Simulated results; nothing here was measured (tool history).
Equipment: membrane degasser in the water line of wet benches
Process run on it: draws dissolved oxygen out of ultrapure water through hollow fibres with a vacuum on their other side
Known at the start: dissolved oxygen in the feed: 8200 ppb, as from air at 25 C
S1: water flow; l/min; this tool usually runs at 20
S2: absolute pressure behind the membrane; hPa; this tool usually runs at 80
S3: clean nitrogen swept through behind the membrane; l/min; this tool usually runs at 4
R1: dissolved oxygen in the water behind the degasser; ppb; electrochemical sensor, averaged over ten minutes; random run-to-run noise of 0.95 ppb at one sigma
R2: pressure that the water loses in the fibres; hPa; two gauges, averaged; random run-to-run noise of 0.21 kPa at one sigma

run	hour	S1	S2	S3	R1	R2
1	0	20	80	4	98.9	491.8
2	95.6	20	80	4	97	487.6
3	158.6	20	80	4	99.4	492
4	270.8	20	80	4	97.3	492.3
5	340.8	20	80	4	97.5	489.9
6	464.9	20	80	4	97.1	492.6
7	534.1	20	80	4	99.3	495.4
8	655.9	20	80	4	99.7	494.2
9	716.1	20	80	4	98.2	489.8
10	806.5	20	163.3	4	195.5	496.1
11	866.9	14	80	4	55.8	347.2
12	999.4	20	90.8	4	110.8	496.8
13	1111.3	20	90.8	4	112.1	493.5
14	1171.8	20	90.8	4	111.8	490.8
15	1284.7	20	90.8	4	113.9	496.1
16	1371.7	20	80	4	98.7	495
17	1434.3	20	55.8	4	70.3	490
# hour 1489.2: vacuum gauge calibrated
18	1534.7	26	80	4	153	639
19	1631.7	26	80	4	154.4	642
20	1767.2	13	93.6	2.73	78.4	322
21	1850.6	13	93.6	2.73	78.9	325.4
22	1952.2	20	80	2.56	124.1	494.5
23	2030	28	134.9	3.49	290.9	693
24	2153.9	15	136.5	8.32	59.4	373.5
25	2253.7	15	136.5	8.32	61	371.3
26	2357.4	19	82.7	8.32	59.6	470.8
27	2489.9	20	80	1.96	153.8	493.1
28	2554.2	20	80	3.87	98	499.1
29	2634.8	20	142.3	11.34	85.1	498.8
30	2765.3	17	138.7	10.08	67.3	421.5
31	2869.6	16	84.4	4	70.1	399.2

4 ways to go on from here, each from the tool as it stands after run 31. What would each give?
A	3004.7	19	101.2	4	?	?
B	3004.7	16	84.4	6.21	?	?
C	3004.7	19	145.8	4	?	?
D	3004.7	27	63	9.17	?	?

run	R1	R2
A	112.6	470.9
B	51.7	399.5
C	164.6	469.6
D	115	671.6
Take away the tool's hidden state, keep each run's random variation, and the runs would have read:
run	R1	R2
A	106	456.6
B	47.8	387.5
C	157	455.4
D	102.7	651.3
